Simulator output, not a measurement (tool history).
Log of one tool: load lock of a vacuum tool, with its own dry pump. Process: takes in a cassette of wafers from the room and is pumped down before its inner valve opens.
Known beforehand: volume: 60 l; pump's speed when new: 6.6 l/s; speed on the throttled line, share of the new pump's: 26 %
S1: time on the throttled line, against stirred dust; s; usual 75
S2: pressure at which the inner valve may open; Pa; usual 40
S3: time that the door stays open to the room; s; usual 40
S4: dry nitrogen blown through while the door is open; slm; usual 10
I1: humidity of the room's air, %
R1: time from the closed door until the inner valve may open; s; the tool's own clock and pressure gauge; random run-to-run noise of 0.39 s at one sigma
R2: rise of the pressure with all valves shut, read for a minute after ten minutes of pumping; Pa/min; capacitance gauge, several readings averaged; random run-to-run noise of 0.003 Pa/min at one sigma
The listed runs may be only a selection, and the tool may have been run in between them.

Run 1, hour 0: usual settings; I1 48.3. Result: R1 127.4 s, R2 0.17 Pa/min.
Run 2, hour 304.6: usual settings but S4 23 slm; I1 44.5. Result: R1 127.5 s, R2 0.173 Pa/min.
Run 3, hour 515.1: usual settings but S4 23 slm; I1 43.3. Result: R1 127.6 s, R2 0.192 Pa/min.
Run 4, hour 922.6: usual settings but S4 23 slm; I1 44.8. Result: R1 128.1 s, R2 0.226 Pa/min.
Run 5, hour 1127.6: usual settings; I1 48.9. Result: R1 127.9 s, R2 0.24 Pa/min.
Run 6, hour 1480.3: usual settings; I1 45.5. Result: R1 128.6 s, R2 0.274 Pa/min.
Run 7, hour 1797.9: usual settings; I1 47. Result: R1 128.3 s, R2 0.294 Pa/min.
Run 8, hour 2079.5: usual settings but S1 52 s; I1 44.9. Result: R1 111 s, R2 0.007 Pa/min.
Run 9, hour 2403.8: usual settings but S1 52 s; I1 43.5. Result: R1 111.6 s, R2 0.021 Pa/min.
Run 10, hour 2577.7: usual settings; I1 46. Result: R1 129.1 s, R2 0.021 Pa/min.
Run 11, hour 2963.7: usual settings; I1 42.6. Result: R1 128.9 s, R2 0.035 Pa/min.
Run 12, hour 3235.8: usual settings; I1 48.8. Result: R1 129.8 s, R2 0.041 Pa/min.
Run 13, hour 3416.8: usual settings; I1 43.5. Result: R1 129.3 s, R2 0.043 Pa/min.
Run 14, hour 3737: usual settings but S4 7 slm; I1 42.7. Result: R1 129.5 s, R2 0.055 Pa/min.
Run 15, hour 3974.1: usual settings but S3 35 s; I1 41.6. Result: R1 130.7 s, R2 0.063 Pa/min.
Run 16, hour 4172.9: usual settings but S3 35 s; I1 45.2. Result: R1 130 s, R2 0.078 Pa/min.
Run 17, hour 4346.2: usual settings but S3 35 s; I1 47. Result: R1 130.4 s, R2 0.079 Pa/min.
Run 18, hour 4543.1: usual settings but S3 35 s; I1 43.3. Result: R1 130.6 s, R2 0.091 Pa/min.
Run 19, hour 4717.8: usual settings but S1 43 s, S2 30 Pa, S3 70 s, S4 39 slm; I1 42.3. Result: R1 110 s, R2 0.093 Pa/min.
Run 20, hour 4967.9: usual settings but S3 132 s, S4 38 slm; I1 48.1. Result: R1 130.3 s, R2 0.11 Pa/min.
Run 21, hour 5169: usual settings but S3 132 s, S4 38 slm; I1 45.4. Result: R1 131 s, R2 0.127 Pa/min.
Run 22, hour 5495.9: usual settings but S2 28 Pa, S3 83 s, S4 38 slm; I1 44. Result: R1 134 s, R2 0.137 Pa/min.
Run 23, hour 5746.2: usual settings but S2 69 Pa, S3 33 s; I1 43.9. Result: R1 125.6 s, R2 0.151 Pa/min.
Run 24, hour 6120.2: usual settings but S1 50 s; I1 40.9. Result: R1 113.6 s, R2 0.178 Pa/min.
Run 25, hour 6386.6: usual settings but S1 53 s, S2 65 Pa, S4 5 slm; I1 44.5. Result: R1 111.5 s, R2 0.204 Pa/min.
Run 26, hour 6710.7: usual settings but S1 53 s, S2 65 Pa, S3 56 s, S4 5 slm; I1 46.9. Result: R1 110.8 s, R2 0.233 Pa/min.
Run 27, hour 6889.2: usual settings but S1 46 s, S2 68 Pa; I1 44.4. Result: R1 106.4 s, R2 0.237 Pa/min.
Run 28, hour 7093.9: usual settings but S2 60 Pa, S4 19 slm; I1 45.3. Result: R1 128 s, R2 0.247 Pa/min.
Run 29, hour 7311.4: usual settings but S2 60 Pa, S4 19 slm; I1 46.9. Result: R1 128.2 s, R2 0.268 Pa/min.
Run 30, hour 7699.6: usual settings but S1 114 s, S2 50 Pa, S3 185 s, S4 11 slm; I1 47. Result: R1 158.5 s, R2 0.022 Pa/min.

Missing from the log above: 2 entries noted between runs. For each, name the pair of listed runs it sits between and say how the tool's hidden condition differs from the listed run just before to the listed run just after:
From run 7 to run 8: door's seal changed, seat wiped (hour 1965.5)
  pump's speed, % of a new pump's: 97.3 -> 97; leak at the door's seal, Pa l/s: 0.2837 -> 0.0038
  measured value less the no-hidden-state value, R1: +1.5 -> +1.7 s; R2: +0.285 -> +0.001 Pa/min
From run 29 to run 30: door's seal changed, seat wiped (hour 7676.7)
  pump's speed, % of a new pump's: 90.2 -> 89.7; leak at the door's seal, Pa l/s: 0.2585 -> 0.0028
  measured value less the no-hidden-state value, R1: +5.2 -> +4.6 s; R2: +0.259 -> +0.001 Pa/min
